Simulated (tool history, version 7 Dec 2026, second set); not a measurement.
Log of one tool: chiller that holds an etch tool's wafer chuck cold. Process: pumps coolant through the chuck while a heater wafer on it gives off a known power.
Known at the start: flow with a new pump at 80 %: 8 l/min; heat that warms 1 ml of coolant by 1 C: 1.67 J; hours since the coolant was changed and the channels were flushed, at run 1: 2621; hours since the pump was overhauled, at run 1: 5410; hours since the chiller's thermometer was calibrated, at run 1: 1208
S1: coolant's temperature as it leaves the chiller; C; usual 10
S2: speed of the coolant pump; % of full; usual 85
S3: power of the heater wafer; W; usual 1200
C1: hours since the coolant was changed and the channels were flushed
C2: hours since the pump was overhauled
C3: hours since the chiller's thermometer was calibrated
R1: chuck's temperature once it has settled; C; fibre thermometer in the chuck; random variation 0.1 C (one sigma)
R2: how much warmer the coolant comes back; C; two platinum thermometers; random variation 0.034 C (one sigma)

run	hour	S1	S2	S3	C1	C2	C3	R1	R2
1	0	10	85	1200	2621	5410	1208	19.9	5.72
2	152.2	10	85	1200	2773	5562	1360	19.9	5.79
3	339.4	10	85	1200	2960	5749	1547	20.3	5.85
4	468.9	10	85	1200	3089	5879	1677	20.1	5.81
5	655.4	10	85	1200	3276	6065	1863	20.2	5.86
6	793.8	10	85	1200	3414	6204	2002	20.1	5.9
7	972.3	4	85	714	3593	6382	2180	10.3	3.51
8	1134.7	10	85	925	3755	6545	2342	18	4.55
9	1223.1	11	81	752	3844	6633	2431	17.7	3.87
10	1357.4	11	81	752	3978	6767	2565	17.9	3.99
# hour 1502.3: chiller's thermometer calibrated
11	1502.3	14	85	744	4122	6911	0	20.4	3.71
12	1656	10	85	1263	4276	7065	154	21	6.37

Some steps in R1 between neighbouring runs. How much of each would the tool show without its hidden state too (settings, what came in, random variation), and how much is left for the hidden state, with any gauge scatter that isn't in both results?
The hidden state here: heat passed by the chuck's channels, % of clean ones'; flow at a given pump speed, % of a new pump's; coolant's true temperature over the reading, C; drift of the gauge itself on chuck_c, C; drift of the gauge itself on warmer_back_c, C.
Run 6 -> 7: S1 10 -> 4, S3 1200 -> 714. R1 -9.8 C: hidden state -0.7, all else -9.1.
Run 11 -> 12: S1 14 -> 10, S3 744 -> 1263. R1 +0.6 C: hidden state +0.9, all else -0.3.
